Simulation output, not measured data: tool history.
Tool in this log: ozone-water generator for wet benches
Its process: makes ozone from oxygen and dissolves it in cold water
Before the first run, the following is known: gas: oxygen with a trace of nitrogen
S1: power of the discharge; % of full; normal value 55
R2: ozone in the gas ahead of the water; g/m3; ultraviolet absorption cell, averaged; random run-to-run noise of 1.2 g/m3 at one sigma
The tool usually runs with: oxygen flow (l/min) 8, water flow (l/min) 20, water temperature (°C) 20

{"run": 1, "day": 0.0, "S1": 55, "oxygen flow (l/min)": 8, "water flow (l/min)": 20, "water temperature (°C)": 20, "dissolved ozone (ppm)": 29.5, "R2": 224.9}
{"run": 2, "day": 1.95, "S1": 55, "oxygen flow (l/min)": 8, "water flow (l/min)": 20, "water temperature (°C)": 20, "dissolved ozone (ppm)": 29.6, "R2": 222.6}
{"run": 3, "day": 3.683, "S1": 55, "oxygen flow (l/min)": 8, "water flow (l/min)": 20, "water temperature (°C)": 20, "dissolved ozone (ppm)": 29.7, "R2": 220.7}
{"run": 4, "day": 6.6, "S1": 55, "oxygen flow (l/min)": 8, "water flow (l/min)": 20, "water temperature (°C)": 20, "dissolved ozone (ppm)": 29.8, "R2": 223.2}
{"run": 5, "day": 9.1, "S1": 55, "oxygen flow (l/min)": 8, "water flow (l/min)": 20, "water temperature (°C)": 13, "dissolved ozone (ppm)": 33.5, "R2": 221.8}
{"run": 6, "day": 12.004, "S1": 55, "oxygen flow (l/min)": 8, "water flow (l/min)": 20, "water temperature (°C)": 13, "dissolved ozone (ppm)": 33.3, "R2": 222.2}
{"run": 7, "day": 14.154, "S1": 55, "oxygen flow (l/min)": 8, "water flow (l/min)": 20, "water temperature (°C)": 20, "dissolved ozone (ppm)": 29.3, "R2": 222.8}
{"run": 8, "day": 15.371, "S1": 55, "oxygen flow (l/min)": 8.03, "water flow (l/min)": 20, "water temperature (°C)": 20, "dissolved ozone (ppm)": 29.6, "R2": 221.3}
{"run": 9, "day": 18.392, "S1": 55, "oxygen flow (l/min)": 8.03, "water flow (l/min)": 20, "water temperature (°C)": 20, "dissolved ozone (ppm)": 29.2, "R2": 220.8}
{"run": 10, "day": 19.621, "S1": 55, "oxygen flow (l/min)": 8.03, "water flow (l/min)": 20, "water temperature (°C)": 20, "dissolved ozone (ppm)": 29.4, "R2": 221.7}
{"run": 11, "day": 22.262, "S1": 55, "oxygen flow (l/min)": 8, "water flow (l/min)": 20, "water temperature (°C)": 15, "dissolved ozone (ppm)": 32, "R2": 222.6}
{"run": 12, "day": 23.988, "S1": 55, "oxygen flow (l/min)": 8, "water flow (l/min)": 20, "water temperature (°C)": 20, "dissolved ozone (ppm)": 29.4, "R2": 221.8}
{"run": 13, "day": 26.4, "S1": 55, "oxygen flow (l/min)": 8, "water flow (l/min)": 20, "water temperature (°C)": 20, "dissolved ozone (ppm)": 29.2, "R2": 222.6}
{"run": 14, "day": 28.983, "S1": 55, "oxygen flow (l/min)": 8, "water flow (l/min)": 19, "water temperature (°C)": 13, "dissolved ozone (ppm)": 34, "R2": 221.5}
{"run": 15, "day": 30.779, "S1": 55, "oxygen flow (l/min)": 8, "water flow (l/min)": 19, "water temperature (°C)": 13, "dissolved ozone (ppm)": 34.4, "R2": 224.2}
{"run": 16, "day": 32.979, "S1": 55, "oxygen flow (l/min)": 8, "water flow (l/min)": 19, "water temperature (°C)": 13, "dissolved ozone (ppm)": 34.1, "R2": 221.6}
{"run": 17, "day": 34.575, "S1": 79, "oxygen flow (l/min)": 4.37, "water flow (l/min)": 21, "water temperature (°C)": 13, "dissolved ozone (ppm)": 38.4, "R2": 373.6}
{"run": 18, "day": 37.55, "S1": 79, "oxygen flow (l/min)": 4.37, "water flow (l/min)": 21, "water temperature (°C)": 13, "dissolved ozone (ppm)": 38.4, "R2": 371.7}
{"run": 19, "day": 39.808, "S1": 55, "oxygen flow (l/min)": 8, "water flow (l/min)": 24, "water temperature (°C)": 18, "dissolved ozone (ppm)": 26.9, "R2": 224.1}
{"run": 20, "day": 42.2, "S1": 41, "oxygen flow (l/min)": 12.49, "water flow (l/min)": 19, "water temperature (°C)": 16, "dissolved ozone (ppm)": 25.4, "R2": 148.2}
{"run": 21, "day": 43.704, "S1": 44, "oxygen flow (l/min)": 10.4, "water flow (l/min)": 23, "water temperature (°C)": 15, "dissolved ozone (ppm)": 25, "R2": 168.1}
{"run": 22, "day": 45.192, "S1": 43, "oxygen flow (l/min)": 10.96, "water flow (l/min)": 12, "water temperature (°C)": 19, "dissolved ozone (ppm)": 30.6, "R2": 161.4}
{"run": 23, "day": 47.05, "S1": 43, "oxygen flow (l/min)": 10.96, "water flow (l/min)": 12, "water temperature (°C)": 19, "dissolved ozone (ppm)": 30.9, "R2": 162.2}
{"run": 24, "day": 49.875, "S1": 55, "oxygen flow (l/min)": 8, "water flow (l/min)": 30, "water temperature (°C)": 20, "dissolved ozone (ppm)": 22.7, "R2": 221.7}

Consider 5 possible next runs. They are alternatives, not a sequence: every one starts from the tool as it was left by run 24. What does each give?
{"run": "A", "day": 52.238, "S1": 82, "oxygen flow (l/min)": 6.44, "water flow (l/min)": 26, "water temperature (°C)": 20, "dissolved ozone (ppm)": "?", "R2": "?"}
{"run": "B", "day": 52.238, "S1": 58, "oxygen flow (l/min)": 6.51, "water flow (l/min)": 20, "water temperature (°C)": 14, "dissolved ozone (ppm)": "?", "R2": "?"}
{"run": "C", "day": 52.238, "S1": 55, "oxygen flow (l/min)": 5.86, "water flow (l/min)": 31, "water temperature (°C)": 20, "dissolved ozone (ppm)": "?", "R2": "?"}
{"run": "D", "day": 52.238, "S1": 55, "oxygen flow (l/min)": 8, "water flow (l/min)": 31, "water temperature (°C)": 20, "dissolved ozone (ppm)": "?", "R2": "?"}
{"run": "E", "day": 52.238, "S1": 60, "oxygen flow (l/min)": 8, "water flow (l/min)": 28, "water temperature (°C)": 20, "dissolved ozone (ppm)": "?", "R2": "?"}

run=A dissolved_ozone_(ppm)=32.9 R2=326
run=B dissolved_ozone_(ppm)=32.9 R2=251.9
run=C dissolved_ozone_(ppm)=20.7 R2=252.3
run=D dissolved_ozone_(ppm)=21.8 R2=219.8
run=E dissolved_ozone_(ppm)=25 R2=237.1
Take away the tool's hidden state, keep each run's random variation, and the runs would have read:
run=A dissolved_ozone_(ppm)=36 R2=339.3
run=B dissolved_ozone_(ppm)=35.4 R2=259.7
run=C dissolved_ozone_(ppm)=22.4 R2=259.7
run=D dissolved_ozone_(ppm)=23.6 R2=226.3
run=E dissolved_ozone_(ppm)=27.1 R2=244.6

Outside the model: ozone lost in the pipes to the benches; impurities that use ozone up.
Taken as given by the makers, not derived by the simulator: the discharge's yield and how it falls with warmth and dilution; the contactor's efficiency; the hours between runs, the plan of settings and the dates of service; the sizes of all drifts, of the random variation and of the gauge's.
